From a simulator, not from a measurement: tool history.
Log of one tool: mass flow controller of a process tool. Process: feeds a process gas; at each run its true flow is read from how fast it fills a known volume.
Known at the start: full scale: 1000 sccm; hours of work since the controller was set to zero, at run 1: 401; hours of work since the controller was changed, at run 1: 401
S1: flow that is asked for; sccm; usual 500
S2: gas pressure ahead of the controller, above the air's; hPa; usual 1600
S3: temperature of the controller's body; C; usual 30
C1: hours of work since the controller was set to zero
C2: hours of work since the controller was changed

run 1 hour=0.0 | S1=500 S2=1600 S3=30 | C1=401 C2=401 | true_flow_(%)=99.83
run 2 hour=200.7 | S1=500 S2=1600 S3=37 | C1=526 C2=526 | true_flow_(%)=100.27
run 3 hour=425.2 | S1=500 S2=1600 S3=30 | C1=667 C2=667 | true_flow_(%)=100.07
run 4 hour=552.8 | S1=500 S2=1810 S3=30 | C1=746 C2=746 | true_flow_(%)=100.00
run 5 hour=763.2 | S1=500 S2=1600 S3=35 | C1=878 C2=878 | true_flow_(%)=100.31
run 6 hour=984.4 | S1=500 S2=1600 S3=30 | C1=1016 C2=1016 | true_flow_(%)=100.18
run 7 hour=1169.5 | S1=500 S2=1600 S3=30 | C1=1132 C2=1132 | true_flow_(%)=100.14
run 8 hour=1411.3 | S1=500 S2=1600 S3=30 | C1=1283 C2=1283 | true_flow_(%)=100.26
run 9 hour=1646.4 | S1=500 S2=1600 S3=21 | C1=1430 C2=1430 | true_flow_(%)=100.01
run 10 hour=1856.7 | S1=839 S2=1600 S3=30 | C1=1561 C2=1561 | true_flow_(%)=100.66
run 11 hour=2068.9 | S1=500 S2=1600 S3=30 | C1=1694 C2=1694 | true_flow_(%)=100.45
run 12 hour=2240.8 | S1=500 S2=1600 S3=30 | C1=1802 C2=1802 | true_flow_(%)=100.37
run 13 hour=2393.0 | S1=539 S2=1600 S3=30 | C1=1897 C2=1897 | true_flow_(%)=100.50
run 14 hour=2624.1 | S1=539 S2=1600 S3=30 | C1=2041 C2=2041 | true_flow_(%)=100.56
run 15 hour=2846.7 | S1=500 S2=1790 S3=30 | C1=2180 C2=2180 | true_flow_(%)=100.48
run 16 hour=2983.1 | S1=500 S2=1790 S3=30 | C1=2266 C2=2266 | true_flow_(%)=100.52
run 17 hour=3216.3 | S1=500 S2=1530 S3=30 | C1=2411 C2=2411 | true_flow_(%)=100.80
run 18 hour=3391.3 | S1=830 S2=1530 S3=35 | C1=2521 C2=2521 | true_flow_(%)=101.36
run 19 hour=3494.3 | S1=504 S2=1730 S3=39 | C1=2585 C2=2585 | true_flow_(%)=101.00
run 20 hour=3736.9 | S1=286 S2=1600 S3=21 | C1=2737 C2=2737 | true_flow_(%)=100.34
run 21 hour=3916.1 | S1=500 S2=1810 S3=30 | C1=2849 C2=2849 | true_flow_(%)=100.73
run 22 hour=4028.3 | S1=500 S2=2660 S3=29 | C1=2919 C2=2919 | true_flow_(%)=100.44
run 23 hour=4143.6 | S1=522 S2=1600 S3=30 | C1=2991 C2=2991 | true_flow_(%)=101.06
run 24 hour=4301.8 | S1=522 S2=1600 S3=30 | C1=3090 C2=3090 | true_flow_(%)=101.05
run 25 hour=4417.8 | S1=330 S2=1600 S3=30 | C1=3162 C2=3162 | true_flow_(%)=100.96
run 26 hour=4608.5 | S1=266 S2=1600 S3=24 | C1=3282 C2=3282 | true_flow_(%)=100.56
run 27 hour=4834.9 | S1=500 S2=1580 S3=30 | C1=3423 C2=3423 | true_flow_(%)=101.25
run 28 hour=4956.1 | S1=704 S2=2570 S3=21 | C1=3499 C2=3499 | true_flow_(%)=100.77
run 29 hour=5125.7 | S1=704 S2=2570 S3=21 | C1=3605 C2=3605 | true_flow_(%)=100.76

4 ways to go on from here, each from the tool as it stands after run 29. What would each give?
run A hour=5228.1 | S1=422 S2=2420 S3=21 | C1=3669 C2=3669 | true_flow_(%)=?
run B hour=5228.1 | S1=670 S2=2570 S3=21 | C1=3669 C2=3669 | true_flow_(%)=?
run C hour=5228.1 | S1=116 S2=2570 S3=21 | C1=3669 C2=3669 | true_flow_(%)=?
run D hour=5228.1 | S1=704 S2=1480 S3=32 | C1=3669 C2=3669 | true_flow_(%)=?

run=A true_flow_(%)=100.49
run=B true_flow_(%)=100.71
run=C true_flow_(%)=100.03
run=D true_flow_(%)=101.57
Without the tool's hidden state the same runs would have given:
run=A true_flow_(%)=99.02
run=B true_flow_(%)=99.24
run=C true_flow_(%)=98.55
run=D true_flow_(%)=100.08
